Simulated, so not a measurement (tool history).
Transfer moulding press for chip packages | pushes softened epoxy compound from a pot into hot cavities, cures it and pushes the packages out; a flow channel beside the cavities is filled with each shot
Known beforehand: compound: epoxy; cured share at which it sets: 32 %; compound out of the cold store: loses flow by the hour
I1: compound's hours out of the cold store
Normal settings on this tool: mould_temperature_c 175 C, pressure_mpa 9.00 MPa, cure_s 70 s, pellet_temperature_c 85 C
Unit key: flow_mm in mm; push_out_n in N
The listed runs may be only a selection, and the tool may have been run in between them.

{"run": 1, "hour": 0.0, "mould_temperature_c": 175, "pressure_mpa": 9.0, "cure_s": 70, "pellet_temperature_c": 85, "I1": 26.1, "flow_mm": 878, "push_out_n": 698}
{"run": 2, "hour": 14.9, "mould_temperature_c": 175, "pressure_mpa": 9.0, "cure_s": 70, "pellet_temperature_c": 84, "I1": 15.6, "flow_mm": 909, "push_out_n": 726}
{"hour": 19.9, "done": "mould's thermocouples calibrated"}
{"hour": 29.1, "done": "plunger's sealing rings changed"}
{"hour": 32.9, "done": "cavities cleaned with cleaning compound and waxed"}
{"run": 3, "hour": 39.2, "mould_temperature_c": 175, "pressure_mpa": 9.0, "cure_s": 70, "pellet_temperature_c": 84, "I1": 39.1, "flow_mm": 836, "push_out_n": 684}
{"run": 4, "hour": 49.3, "mould_temperature_c": 175, "pressure_mpa": 9.0, "cure_s": 70, "pellet_temperature_c": 84, "I1": 47.0, "flow_mm": 811, "push_out_n": 684}
{"run": 5, "hour": 57.6, "mould_temperature_c": 175, "pressure_mpa": 9.0, "cure_s": 70, "pellet_temperature_c": 84, "I1": 8.6, "flow_mm": 938, "push_out_n": 736}
{"run": 6, "hour": 75.0, "mould_temperature_c": 175, "pressure_mpa": 9.0, "cure_s": 70, "pellet_temperature_c": 84, "I1": 46.8, "flow_mm": 818, "push_out_n": 667}
{"run": 7, "hour": 83.2, "mould_temperature_c": 175, "pressure_mpa": 9.0, "cure_s": 70, "pellet_temperature_c": 84, "I1": 29.8, "flow_mm": 868, "push_out_n": 682}
{"hour": 93.0, "done": "cavities cleaned with cleaning compound and waxed"}
{"run": 8, "hour": 94.4, "mould_temperature_c": 175, "pressure_mpa": 9.0, "cure_s": 70, "pellet_temperature_c": 84, "I1": 41.8, "flow_mm": 828, "push_out_n": 666}
{"run": 9, "hour": 109.8, "mould_temperature_c": 176, "pressure_mpa": 9.0, "cure_s": 70, "pellet_temperature_c": 84, "I1": 33.2, "flow_mm": 847, "push_out_n": 640}
{"run": 10, "hour": 123.8, "mould_temperature_c": 176, "pressure_mpa": 9.0, "cure_s": 70, "pellet_temperature_c": 84, "I1": 41.0, "flow_mm": 828, "push_out_n": 621}
{"run": 11, "hour": 139.6, "mould_temperature_c": 176, "pressure_mpa": 9.0, "cure_s": 87, "pellet_temperature_c": 93, "I1": 10.4, "flow_mm": 920, "push_out_n": 488}
{"run": 12, "hour": 148.4, "mould_temperature_c": 170, "pressure_mpa": 6.81, "cure_s": 70, "pellet_temperature_c": 85, "I1": 32.9, "flow_mm": 760, "push_out_n": 984}
{"hour": 151.8, "done": "cavities cleaned with cleaning compound and waxed"}
{"run": 13, "hour": 168.2, "mould_temperature_c": 172, "pressure_mpa": 6.97, "cure_s": 70, "pellet_temperature_c": 95, "I1": 22.5, "flow_mm": 790, "push_out_n": 799}
{"run": 14, "hour": 181.7, "mould_temperature_c": 172, "pressure_mpa": 6.97, "cure_s": 70, "pellet_temperature_c": 95, "I1": 23.8, "flow_mm": 783, "push_out_n": 810}
{"run": 15, "hour": 198.0, "mould_temperature_c": 174, "pressure_mpa": 8.62, "cure_s": 70, "pellet_temperature_c": 95, "I1": 19.7, "flow_mm": 884, "push_out_n": 732}
{"hour": 210.9, "done": "cavities cleaned with cleaning compound and waxed"}
{"run": 16, "hour": 214.5, "mould_temperature_c": 176, "pressure_mpa": 9.0, "cure_s": 52, "pellet_temperature_c": 79, "I1": 19.9, "flow_mm": 893, "push_out_n": 1433}
{"run": 17, "hour": 227.0, "mould_temperature_c": 176, "pressure_mpa": 7.24, "cure_s": 70, "pellet_temperature_c": 75, "I1": 31.5, "flow_mm": 769, "push_out_n": 641}
{"run": 18, "hour": 238.2, "mould_temperature_c": 179, "pressure_mpa": 9.0, "cure_s": 63, "pellet_temperature_c": 85, "I1": 13.0, "flow_mm": 909, "push_out_n": 708}
{"run": 19, "hour": 254.9, "mould_temperature_c": 179, "pressure_mpa": 9.0, "cure_s": 63, "pellet_temperature_c": 85, "I1": 30.5, "flow_mm": 853, "push_out_n": 667}
{"hour": 270.0, "done": "cavities cleaned with cleaning compound and waxed"}
{"run": 20, "hour": 272.8, "mould_temperature_c": 179, "pressure_mpa": 9.0, "cure_s": 63, "pellet_temperature_c": 85, "I1": 22.3, "flow_mm": 874, "push_out_n": 672}

Forecast each of these 3 alternatives for the next run:
{"run": "A", "hour": 280.9, "mould_temperature_c": 171, "pressure_mpa": 9.0, "cure_s": 84, "pellet_temperature_c": 84, "I1": 13.2, "flow_mm": "?", "push_out_n": "?"}
{"run": "B", "hour": 280.9, "mould_temperature_c": 175, "pressure_mpa": 9.0, "cure_s": 106, "pellet_temperature_c": 86, "I1": 25.5, "flow_mm": "?", "push_out_n": "?"}
{"run": "C", "hour": 280.9, "mould_temperature_c": 179, "pressure_mpa": 9.86, "cure_s": 92, "pellet_temperature_c": 85, "I1": 27.1, "flow_mm": "?", "push_out_n": "?"}

run=A flow_mm=934 push_out_n=649
run=B flow_mm=881 push_out_n=453
run=C flow_mm=900 push_out_n=439
What these runs would have given with no unlogged condition in the tool:
run=A flow_mm=934 push_out_n=648
run=B flow_mm=881 push_out_n=452
run=C flow_mm=900 push_out_n=438

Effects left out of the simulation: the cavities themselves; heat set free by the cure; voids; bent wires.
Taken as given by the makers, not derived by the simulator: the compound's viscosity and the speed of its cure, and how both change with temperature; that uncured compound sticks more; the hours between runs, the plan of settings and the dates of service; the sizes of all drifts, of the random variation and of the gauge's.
